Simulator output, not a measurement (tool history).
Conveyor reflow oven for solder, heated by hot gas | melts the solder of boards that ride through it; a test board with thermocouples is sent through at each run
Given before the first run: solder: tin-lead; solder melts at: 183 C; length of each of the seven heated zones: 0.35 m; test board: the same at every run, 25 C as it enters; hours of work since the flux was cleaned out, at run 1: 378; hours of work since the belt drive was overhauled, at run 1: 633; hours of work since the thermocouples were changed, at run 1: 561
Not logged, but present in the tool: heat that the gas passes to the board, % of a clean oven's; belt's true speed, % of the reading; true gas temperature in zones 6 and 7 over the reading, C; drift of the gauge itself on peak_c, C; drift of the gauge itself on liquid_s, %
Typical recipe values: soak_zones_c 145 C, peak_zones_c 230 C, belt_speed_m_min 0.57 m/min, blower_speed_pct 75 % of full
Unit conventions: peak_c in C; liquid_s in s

run    hour  soak_zones_c  peak_zones_c  belt_speed_m_min  blower_speed_pct  hours of work since the flux was cleaned out  hours of work since the belt drive was overhauled  hours of work since the thermocouples were changed  peak_c  liquid_s
  1       0           145           230              0.57                75                                           378                                                633                                                 561  217.26     58.54
       14.3  -- flux residue cleaned out of gas plates and filters
  2    66.9           145           230              0.57                75                                            40                                                680                                                 608  219.09     60.33
  3   112.2           145           230              0.57                75                                            73                                                714                                                 642  219.01     60.44
        126  -- belt drive overhauled, speed set with a stopwatch
  4   168.8           157           230              0.57                75                                           113                                                 32                                                 681  220.81     66.84
  5   217.3           145           230              0.63                75                                           149                                                 69                                                 718  216.33     52.58
  6   261.3           145           230              0.57                75                                           183                                                102                                                 751  218.92     60.62
  7     317           145           230              0.57                75                                           224                                                143                                                 793  218.78     60.53
        356  -- belt drive overhauled, speed set with a stopwatch, once more
  8   356.5           145           230              0.57                75                                           251                                                  0                                                 819   218.1     58.57
  9   387.4           145           230              0.57                75                                           274                                                 24                                                 842  217.97      58.5
 10   448.1           145           230              0.57                75                                           320                                                 69                                                 888  217.85     58.48
 11   484.6           145           230              0.57                75                                           347                                                 97                                                 915  217.77     58.35
      540.2  -- flux residue cleaned out of gas plates and filters
 12     553           145           230              0.57                75                                            10                                                144                                                 963  219.69     60.02
 13   622.5           145           230              0.57                75                                            62                                                196                                                1015  219.57     60.02
 14     672           155           230              0.57                75                                            99                                                234                                                1052  220.83     64.88
 15   723.1           145           230              0.57                75                                           137                                                272                                                1091  219.18     59.69
 16   784.3           135           230              0.57                89                                           183                                                318                                                1137  219.51     57.01
      800.6  -- thermocouples of zones 6 and 7 changed
 17   854.9           135           230              0.57                55                                           235                                                369                                                  41  211.24      48.9
 18   890.1           135           230              0.57                55                                           261                                                396                                                  67  211.21     48.95
 19   944.7           135           230              0.57                55                                           302                                                437                                                 108  210.92     48.71
 20  1002.4           145           245              0.52                75                                           346                                                480                                                 152  231.97      73.7
 21    1039           145           226              0.57                75                                           373                                                508                                                 179  212.94     55.22
     1059.6  -- flux residue cleaned out of gas plates and filters
 22  1098.1           137           220              0.57                75                                            29                                                548                                                 220  208.36     49.13
 23    1159           137           220              0.57                75                                            75                                                594                                                 265  208.15     48.93
 24  1202.6           137           220              0.57                75                                           107                                                627                                                 298   208.2      48.8
 25  1263.6           142           227             0.471                75                                           153                                                673                                                 344  219.45     73.18
 26  1304.5           130           238             0.519                76                                           184                                                703                                                 375  225.59     65.59
     1330.5  -- belt drive overhauled, speed set with a stopwatch
 27  1345.1           130           238             0.519                76                                           211                                                 11                                                 402  225.28     64.48
 28  1411.4           140           230              0.57                63                                           261                                                 61                                                 452  214.39     53.63
 29  1469.6           140           230              0.57                63                                           305                                                104                                                 496  214.03     53.45
 30  1514.6           145           244             0.538                71                                           339                                                138                                                 529  230.43     69.93

3 ways to go on from here, each from the tool as it stands after run 30. What would each give?
  A  1567.4           145           244             0.677                87                                           378                                                178                                                 569       ?         ?
  B  1567.4           131           245             0.546                75                                           378                                                178                                                 569       ?         ?
  C  1567.4           157           230             0.659                53                                           378                                                178                                                 569       ?         ?

run  peak_c  liquid_s
  A  225.27     52.76
  B  229.07     63.57
  C  210.77     48.36
Stripped of hidden state, with their random variation kept, the same runs would have yielded:
run  peak_c  liquid_s
  A  227.27     53.72
  B  230.68     64.46
  C  211.93     49.61
